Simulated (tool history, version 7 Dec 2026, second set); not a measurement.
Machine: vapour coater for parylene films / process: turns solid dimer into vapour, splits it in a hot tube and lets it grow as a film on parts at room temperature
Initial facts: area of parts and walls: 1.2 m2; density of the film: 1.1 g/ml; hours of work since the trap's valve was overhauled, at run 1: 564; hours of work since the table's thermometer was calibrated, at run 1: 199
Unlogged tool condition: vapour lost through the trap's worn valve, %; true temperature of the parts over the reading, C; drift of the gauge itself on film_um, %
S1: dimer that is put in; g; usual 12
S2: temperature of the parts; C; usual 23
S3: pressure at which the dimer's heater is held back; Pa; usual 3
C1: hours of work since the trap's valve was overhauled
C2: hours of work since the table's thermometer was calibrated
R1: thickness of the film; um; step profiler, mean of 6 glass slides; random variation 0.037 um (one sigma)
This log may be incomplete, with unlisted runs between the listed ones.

| run | day | S1 | S2 | S3 | C1 | C2 | R1 |
|---|---|---|---|---|---|---|---|
| 1 | 0 | 12 | 23 | 3 | 564 | 199 | 5.12 |
| 2 | 0.858 | 12 | 23 | 3 | 577 | 211 | 5.11 |
| 3 | 1.762 | 12 | 23 | 3 | 589 | 224 | 5.13 |
| 4 | 2.367 | 12 | 23 | 3 | 598 | 233 | 5.03 |
| 5 | 3.688 | 12 | 23 | 3 | 617 | 251 | 5.1 |
| 6 | 4.542 | 12 | 23 | 3 | 629 | 263 | 4.99 |
|  | 5.204 | trap's valve overhauled |
| 7 | 5.371 | 12 | 23 | 3 | 2 | 273 | 5.89 |
| 8 | 6.3 | 12 | 20 | 3 | 15 | 286 | 6.21 |
| 9 | 7.179 | 12 | 20 | 3 | 28 | 298 | 6.13 |
| 10 | 7.9 | 12 | 20 | 3 | 38 | 308 | 6.18 |
| 11 | 8.604 | 12 | 20 | 3 | 48 | 318 | 6.14 |
| 12 | 9.788 | 12 | 23 | 3 | 65 | 335 | 5.81 |
| 13 | 10.579 | 12 | 23 | 3 | 76 | 346 | 5.71 |
| 14 | 11.458 | 12 | 23 | 3 | 88 | 359 | 5.78 |
| 15 | 12.842 | 12 | 23 | 3 | 108 | 378 | 5.7 |
| 16 | 13.529 | 7 | 23 | 3 | 118 | 388 | 3.33 |
| 17 | 14.854 | 7 | 23 | 3 | 136 | 407 | 3.32 |
| 18 | 15.692 | 7 | 23 | 3 | 148 | 418 | 3.28 |
| 19 | 16.271 | 7 | 23 | 3 | 156 | 427 | 3.25 |
| 20 | 17.592 | 7 | 23 | 3 | 175 | 445 | 3.28 |
| 21 | 18.262 | 10 | 23 | 3 | 184 | 455 | 4.65 |
| 22 | 19.412 | 12 | 18 | 3 | 201 | 471 | 6.14 |
| 23 | 20.225 | 12 | 18 | 3 | 212 | 482 | 6.11 |
| 24 | 21.112 | 5 | 25 | 3 | 225 | 495 | 2.23 |
| 25 | 21.671 | 12 | 16 | 2.17 | 233 | 503 | 6.63 |
| 26 | 22.429 | 12 | 34 | 2.17 | 243 | 514 | 4.71 |
| 27 | 23.121 | 21 | 25 | 8.57 | 253 | 523 | 8.02 |
| 28 | 24.283 | 21 | 25 | 8.57 | 270 | 540 | 8.03 |
| 29 | 24.942 | 21 | 25 | 8.57 | 279 | 549 | 8.02 |
| 30 | 25.504 | 21 | 18 | 6.96 | 287 | 557 | 9.3 |
| 31 | 26.625 | 5 | 28 | 6.15 | 303 | 573 | 1.87 |
| 32 | 27.392 | 5 | 22 | 2.31 | 313 | 584 | 2.41 |
| 33 | 28.4 | 10 | 19 | 4.27 | 328 | 598 | 4.64 |
| 34 | 29.067 | 6 | 16 | 4.27 | 337 | 607 | 2.9 |
| 35 | 30.254 | 21 | 15 | 3.24 | 354 | 624 | 10.64 |
| 36 | 31.254 | 21 | 15 | 3.24 | 368 | 638 | 10.71 |
| 37 | 32.588 | 17 | 35 | 3.5 | 387 | 657 | 5.99 |
| 38 | 33.438 | 17 | 19 | 2.37 | 399 | 669 | 8.41 |
| 39 | 34.742 | 17 | 19 | 2.37 | 417 | 688 | 8.37 |
| 40 | 35.554 | 12 | 19 | 8.37 | 429 | 699 | 4.9 |
| 41 | 36.775 | 12 | 29 | 2.28 | 446 | 716 | 4.9 |
| 42 | 37.979 | 10 | 28 | 11.78 | 463 | 733 | 3.25 |
| 43 | 38.812 | 8 | 21 | 7.49 | 475 | 745 | 3.14 |

Take each entry between the runs: how does the hidden state at the last listed run before it differ from the hidden state at the first listed run after it?
Logged between run 6 and run 7: trap's valve overhauled (day 5.204)
  vapour lost through the trap's worn valve, %: 14.7 -> 0.4
  measured result minus the result with no hidden state, R1: -0.89 -> -0.05 um
